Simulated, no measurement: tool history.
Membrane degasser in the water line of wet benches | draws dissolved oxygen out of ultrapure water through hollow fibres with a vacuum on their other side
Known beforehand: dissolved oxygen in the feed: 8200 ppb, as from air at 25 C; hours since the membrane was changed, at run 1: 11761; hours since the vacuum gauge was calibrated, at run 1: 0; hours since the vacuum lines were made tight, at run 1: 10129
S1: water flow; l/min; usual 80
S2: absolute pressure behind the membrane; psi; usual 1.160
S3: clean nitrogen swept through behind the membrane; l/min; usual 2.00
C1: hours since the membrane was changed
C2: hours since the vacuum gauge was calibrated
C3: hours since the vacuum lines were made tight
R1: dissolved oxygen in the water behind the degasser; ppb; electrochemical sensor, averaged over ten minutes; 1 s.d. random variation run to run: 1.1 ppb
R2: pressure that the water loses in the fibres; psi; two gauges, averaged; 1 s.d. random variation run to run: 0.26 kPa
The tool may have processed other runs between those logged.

| run | day | S1 | S2 | S3 | C1 | C2 | C3 | R1 | R2 |
|---|---|---|---|---|---|---|---|---|---|
| 1 | 0.000 | 80 | 1.160 | 2.00 | 11761 | 0 | 10129 | 373.8 | 10.598 |
| 2 | 5.288 | 80 | 1.160 | 2.00 | 11888 | 127 | 10256 | 372.2 | 10.567 |
| 3 | 12.092 | 80 | 1.160 | 2.00 | 12051 | 290 | 10419 | 374.3 | 10.565 |
| 4 | 24.258 | 80 | 1.606 | 2.00 | 12343 | 582 | 10711 | 594.3 | 10.644 |
| 5 | 34.046 | 80 | 1.606 | 2.00 | 12578 | 817 | 10946 | 599.4 | 10.639 |
| 6 | 45.217 | 80 | 1.160 | 2.00 | 12846 | 1085 | 11214 | 376.8 | 10.602 |
| 7 | 52.775 | 80 | 1.492 | 2.00 | 13028 | 1267 | 11395 | 546.6 | 10.699 |
| 8 | 60.596 | 80 | 1.160 | 1.40 | 13216 | 1454 | 11583 | 487.9 | 10.647 |
| 9 | 68.292 | 80 | 1.160 | 1.40 | 13400 | 1639 | 11768 | 490.1 | 10.699 |
| 10 | 76.088 | 72 | 1.160 | 1.40 | 13587 | 1826 | 11955 | 456.1 | 9.583 |
| 11 | 83.067 | 72 | 1.160 | 1.40 | 13755 | 1994 | 12122 | 456.7 | 9.587 |
| 12 | 93.604 | 80 | 1.160 | 2.10 | 14008 | 2247 | 12375 | 364.4 | 10.714 |
| 13 | 98.833 | 80 | 2.184 | 2.00 | 14133 | 2372 | 12501 | 873.1 | 10.726 |
| 14 | 106.325 | 80 | 1.194 | 2.00 | 14313 | 2552 | 12680 | 396.0 | 10.702 |
| 15 | 118.696 | 80 | 1.160 | 5.99 | 14610 | 2849 | 12977 | 152.7 | 10.746 |
|  | 127.483 | seals of the vacuum lines changed |
| 16 | 127.483 | 80 | 1.160 | 5.99 | 14819 | 3058 | 0 | 151.8 | 10.789 |
| 17 | 133.792 | 76 | 1.160 | 2.00 | 14970 | 3209 | 151 | 366.4 | 10.230 |
|  | 144.829 | vacuum gauge calibrated |
| 18 | 145.596 | 76 | 1.160 | 2.00 | 15253 | 18 | 434 | 359.1 | 10.305 |
| 19 | 151.071 | 86 | 1.302 | 2.76 | 15384 | 150 | 566 | 370.0 | 11.529 |
| 20 | 159.804 | 80 | 0.902 | 2.00 | 15594 | 359 | 775 | 242.1 | 10.757 |
| 21 | 167.496 | 87 | 1.160 | 2.10 | 15779 | 544 | 960 | 386.2 | 11.696 |
| 22 | 178.733 | 87 | 1.160 | 2.10 | 16048 | 814 | 1229 | 390.3 | 11.779 |
| 23 | 185.896 | 87 | 1.160 | 2.10 | 16220 | 986 | 1401 | 388.9 | 11.760 |
| 24 | 195.208 | 87 | 1.160 | 2.10 | 16444 | 1209 | 1625 | 390.1 | 11.776 |
| 25 | 206.554 | 118 | 0.769 | 1.12 | 16716 | 1481 | 1897 | 344.5 | 16.024 |
| 26 | 214.696 | 118 | 0.769 | 1.12 | 16911 | 1677 | 2093 | 344.8 | 16.085 |
| 27 | 220.688 | 118 | 1.907 | 2.19 | 17055 | 1821 | 2236 | 935.0 | 16.088 |
| 28 | 226.546 | 118 | 1.907 | 2.19 | 17196 | 1961 | 2377 | 930.1 | 16.031 |
| 29 | 233.829 | 80 | 1.330 | 2.69 | 17371 | 2136 | 2552 | 369.5 | 10.929 |
| 30 | 245.088 | 90 | 1.413 | 4.11 | 17641 | 2406 | 2822 | 314.6 | 12.264 |
| 31 | 250.729 | 90 | 1.413 | 4.11 | 17776 | 2542 | 2957 | 314.3 | 12.254 |
| 32 | 258.950 | 63 | 2.197 | 3.30 | 17974 | 2739 | 3155 | 489.7 | 8.570 |
| 33 | 268.329 | 55 | 1.160 | 2.00 | 18199 | 2964 | 3380 | 283.3 | 7.509 |

Take each entry between the runs: how does the hidden state at the last listed run before it differ from the hidden state at the first listed run after it?
From run 15 to run 16: seals of the vacuum lines changed (day 127.483)
  membrane still open, %: 93.1 -> 93; true pressure behind the membrane over the reading, kPa: 0.09 -> 0.1; air that leaks in behind the membrane, l/min: 0.0195 -> 0.0017
  measured result minus the result with no hidden state, R1: +4.7 -> +4.2 ppb; R2: +0.740 -> +0.754 psi
From run 17 to run 18: vacuum gauge calibrated (day 144.829)
  membrane still open, %: 92.9 -> 92.8; true pressure behind the membrane over the reading, kPa: 0.1 -> 0.02; air that leaks in behind the membrane, l/min: 0.0019 -> 0.0022
  measured result minus the result with no hidden state, R1: +8.4 -> +2.8 ppb; R2: +0.725 -> +0.741 psi
